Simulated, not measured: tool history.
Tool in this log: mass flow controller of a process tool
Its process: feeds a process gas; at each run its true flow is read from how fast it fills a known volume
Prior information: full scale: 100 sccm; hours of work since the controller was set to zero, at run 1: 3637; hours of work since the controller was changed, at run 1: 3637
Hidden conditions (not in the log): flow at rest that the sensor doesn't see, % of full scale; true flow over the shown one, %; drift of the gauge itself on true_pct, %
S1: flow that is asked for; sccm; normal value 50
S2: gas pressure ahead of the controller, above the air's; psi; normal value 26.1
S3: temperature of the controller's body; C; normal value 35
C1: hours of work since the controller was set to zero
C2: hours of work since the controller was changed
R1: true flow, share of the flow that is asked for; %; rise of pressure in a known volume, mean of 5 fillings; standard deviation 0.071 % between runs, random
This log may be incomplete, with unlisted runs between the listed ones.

| run | hour | S1 | S2 | S3 | C1 | C2 | R1 |
|---|---|---|---|---|---|---|---|
| 1 | 0.0 | 50 | 26.1 | 35 | 3637 | 3637 | 99.85 |
| 2 | 178.9 | 50 | 26.1 | 35 | 3733 | 3733 | 99.90 |
| 3 | 451.9 | 50 | 26.1 | 35 | 3880 | 3880 | 99.89 |
| 4 | 682.0 | 50 | 26.1 | 35 | 4003 | 4003 | 99.82 |
| 5 | 887.0 | 50 | 26.1 | 35 | 4113 | 4113 | 99.68 |
| 6 | 1026.2 | 50 | 26.1 | 35 | 4188 | 4188 | 99.77 |
| 7 | 1306.1 | 50 | 26.1 | 35 | 4338 | 4338 | 99.72 |
| 8 | 1473.2 | 50 | 26.1 | 35 | 4428 | 4428 | 99.70 |
| 9 | 1757.0 | 50 | 26.1 | 35 | 4580 | 4580 | 99.55 |
| 10 | 2092.3 | 50 | 26.1 | 35 | 4760 | 4760 | 99.49 |
| 11 | 2301.9 | 50 | 26.1 | 28 | 4872 | 4872 | 99.40 |
| 12 | 2493.3 | 50 | 26.1 | 35 | 4975 | 4975 | 99.53 |
| 13 | 2790.6 | 50 | 26.1 | 35 | 5135 | 5135 | 99.43 |
| 14 | 3031.4 | 50 | 26.1 | 35 | 5264 | 5264 | 99.42 |
| 15 | 3313.3 | 50 | 28.3 | 35 | 5415 | 5415 | 99.46 |
| 16 | 3554.8 | 83 | 26.1 | 35 | 5545 | 5545 | 99.63 |
| 17 | 3787.3 | 83 | 26.1 | 35 | 5670 | 5670 | 99.65 |
| 18 | 4054.6 | 63 | 31.3 | 30 | 5813 | 5813 | 99.55 |
| 19 | 4371.5 | 50 | 30.7 | 35 | 5983 | 5983 | 99.51 |
| 20 | 4511.1 | 50 | 31.3 | 29 | 6058 | 6058 | 99.27 |
| 21 | 4803.4 | 75 | 21.0 | 26 | 6215 | 6215 | 98.74 |
| 22 | 5012.7 | 26 | 21.0 | 31 | 6327 | 6327 | 98.61 |
| 23 | 5336.3 | 26 | 27.1 | 31 | 6501 | 6501 | 98.93 |
| 24 | 5510.4 | 26 | 27.1 | 31 | 6594 | 6594 | 99.05 |
| 25 | 5706.4 | 96 | 31.2 | 34 | 6699 | 6699 | 99.42 |
| 26 | 5909.7 | 11 | 31.2 | 20 | 6808 | 6808 | 98.60 |
| 27 | 6070.8 | 11 | 31.2 | 20 | 6895 | 6895 | 98.44 |
| 28 | 6300.6 | 46 | 25.5 | 35 | 7018 | 7018 | 99.12 |
| 29 | 6449.1 | 55 | 26.1 | 35 | 7098 | 7098 | 98.95 |
| 30 | 6658.7 | 54 | 29.2 | 23 | 7210 | 7210 | 98.68 |
| 31 | 6952.6 | 54 | 29.2 | 22 | 7368 | 7368 | 98.75 |
| 32 | 7275.9 | 14 | 35.4 | 32 | 7542 | 7542 | 99.07 |
| 33 | 7543.8 | 50 | 23.5 | 23 | 7685 | 7685 | 98.31 |

Below, each run's measurement less what the same run would have read without the hidden state. Both values contain the same run-to-run variation, but the gauge's scatter may not be the same in both:
| run | R1 |
|---|---|
| 1 | -0.01 |
| 2 | -0.03 |
| 3 | -0.07 |
| 4 | -0.11 |
| 5 | -0.13 |
| 6 | -0.15 |
| 7 | -0.19 |
| 8 | -0.21 |
| 9 | -0.25 |
| 10 | -0.29 |
| 11 | -0.32 |
| 12 | -0.34 |
| 13 | -0.38 |
| 14 | -0.42 |
| 15 | -0.46 |
| 16 | -0.49 |
| 17 | -0.52 |
| 18 | -0.56 |
| 19 | -0.61 |
| 20 | -0.62 |
| 21 | -0.66 |
| 22 | -0.69 |
| 23 | -0.73 |
| 24 | -0.76 |
| 25 | -0.79 |
| 26 | -0.82 |
| 27 | -0.85 |
| 28 | -0.86 |
| 29 | -0.88 |
| 30 | -0.90 |
| 31 | -0.95 |
| 32 | -1.01 |
| 33 | -1.02 |
